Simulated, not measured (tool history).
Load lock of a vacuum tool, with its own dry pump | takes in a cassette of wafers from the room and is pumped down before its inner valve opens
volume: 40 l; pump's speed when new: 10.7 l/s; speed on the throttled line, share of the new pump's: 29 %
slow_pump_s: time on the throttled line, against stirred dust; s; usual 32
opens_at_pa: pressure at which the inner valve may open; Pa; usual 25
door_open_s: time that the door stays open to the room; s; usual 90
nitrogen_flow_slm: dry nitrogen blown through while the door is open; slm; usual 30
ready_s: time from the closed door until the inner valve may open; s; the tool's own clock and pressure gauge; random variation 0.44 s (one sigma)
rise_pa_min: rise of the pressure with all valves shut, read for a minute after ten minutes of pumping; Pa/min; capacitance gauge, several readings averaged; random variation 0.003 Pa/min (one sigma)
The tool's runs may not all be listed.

| run | hour | slow_pump_s | opens_at_pa | door_open_s | nitrogen_flow_slm | incoming humidity of the room's air, % | ready_s | rise_pa_min |
|---|---|---|---|---|---|---|---|---|
| 1 | 0.0 | 32 | 25 | 90 | 30 | 46.2 | 58.0 | 0.487 |
|  | 80.0 | dry pump taken out, an overhauled one fitted |
| 2 | 356.9 | 32 | 25 | 90 | 30 | 43.9 | 54.3 | 0.500 |
| 3 | 783.7 | 32 | 25 | 26 | 30 | 43.5 | 53.4 | 0.503 |
| 4 | 1193.7 | 32 | 25 | 90 | 30 | 44.1 | 54.3 | 0.530 |
| 5 | 1813.3 | 32 | 25 | 90 | 5 | 42.7 | 54.3 | 0.575 |
| 6 | 2197.7 | 32 | 25 | 90 | 5 | 44.0 | 54.7 | 0.609 |
| 7 | 2792.6 | 32 | 25 | 90 | 5 | 47.3 | 55.0 | 0.654 |
| 8 | 3426.6 | 32 | 25 | 90 | 5 | 48.5 | 54.5 | 0.664 |
| 9 | 3818.6 | 32 | 25 | 90 | 5 | 45.2 | 54.8 | 0.687 |
| 10 | 4305.5 | 32 | 25 | 90 | 22 | 47.4 | 55.8 | 0.694 |
|  | 4856.2 | door's seal changed, seat wiped |
| 11 | 4935.9 | 32 | 38 | 90 | 30 | 44.1 | 53.6 | 0.029 |
| 12 | 5383.4 | 32 | 38 | 90 | 30 | 47.6 | 54.2 | 0.036 |
| 13 | 5675.0 | 32 | 38 | 90 | 30 | 45.7 | 53.7 | 0.037 |
| 14 | 5932.6 | 32 | 38 | 90 | 30 | 41.4 | 54.4 | 0.040 |
| 15 | 6278.0 | 32 | 38 | 90 | 30 | 44.4 | 54.1 | 0.038 |
| 16 | 6851.1 | 32 | 38 | 90 | 30 | 44.2 | 55.0 | 0.049 |
| 17 | 7172.6 | 51 | 25 | 90 | 30 | 45.9 | 68.9 | 0.062 |
| 18 | 7646.9 | 20 | 25 | 151 | 30 | 43.9 | 48.4 | 0.071 |
| 19 | 7946.5 | 32 | 35 | 77 | 30 | 44.7 | 54.9 | 0.066 |
| 20 | 8474.3 | 32 | 35 | 77 | 30 | 42.7 | 54.5 | 0.073 |
| 21 | 8775.3 | 16 | 35 | 45 | 6 | 44.7 | 44.3 | 0.083 |
| 22 | 9286.6 | 16 | 23 | 42 | 27 | 49.1 | 46.1 | 0.076 |
| 23 | 9745.6 | 32 | 25 | 201 | 23 | 47.9 | 58.2 | 0.123 |
| 24 | 10173.0 | 37 | 29 | 222 | 6 | 43.8 | 59.5 | 0.170 |
| 25 | 10668.3 | 17 | 29 | 222 | 12 | 45.6 | 46.9 | 0.162 |
| 26 | 11133.0 | 50 | 29 | 213 | 12 | 46.7 | 69.1 | 0.174 |
| 27 | 11390.8 | 26 | 43 | 213 | 12 | 44.2 | 50.8 | 0.180 |
|  | 11476.8 | dry pump taken out, an overhauled one fitted |
| 28 | 11695.7 | 32 | 41 | 189 | 30 | 46.3 | 52.7 | 0.162 |
| 29 | 12070.8 | 32 | 41 | 189 | 30 | 44.8 | 52.1 | 0.165 |
| 30 | 12335.9 | 19 | 26 | 167 | 19 | 43.6 | 45.8 | 0.181 |
| 31 | 12696.6 | 17 | 37 | 49 | 19 | 46.4 | 42.9 | 0.157 |
| 32 | 13244.5 | 58 | 25 | 144 | 8 | 48.5 | 73.0 | 0.217 |
| 33 | 13847.7 | 32 | 22 | 90 | 36 | 44.8 | 55.4 | 0.188 |

Forecast each of these 5 alternatives for the next run:
| A | 14152.4 | 32 | 29 | 90 | 30 | 44.1 | ? | ? |
| B | 14152.4 | 32 | 31 | 58 | 36 | 40.3 | ? | ? |
| C | 14152.4 | 19 | 36 | 90 | 36 | 39.7 | ? | ? |
| D | 14152.4 | 32 | 22 | 90 | 7 | 41.5 | ? | ? |
| E | 14152.4 | 64 | 31 | 60 | 30 | 45.1 | ? | ? |

| run | ready_s | rise_pa_min |
|---|---|---|
| A | 54.6 | 0.193 |
| B | 53.7 | 0.189 |
| C | 44.4 | 0.188 |
| D | 56.2 | 0.208 |
| E | 77.1 | 0.184 |
Without the tool's hidden state the same runs would have given:
| run | ready_s | rise_pa_min |
|---|---|---|
| A | 53.5 | 0.029 |
| B | 52.6 | 0.024 |
| C | 43.2 | 0.025 |
| D | 55.0 | 0.047 |
| E | 76.5 | 0.021 |
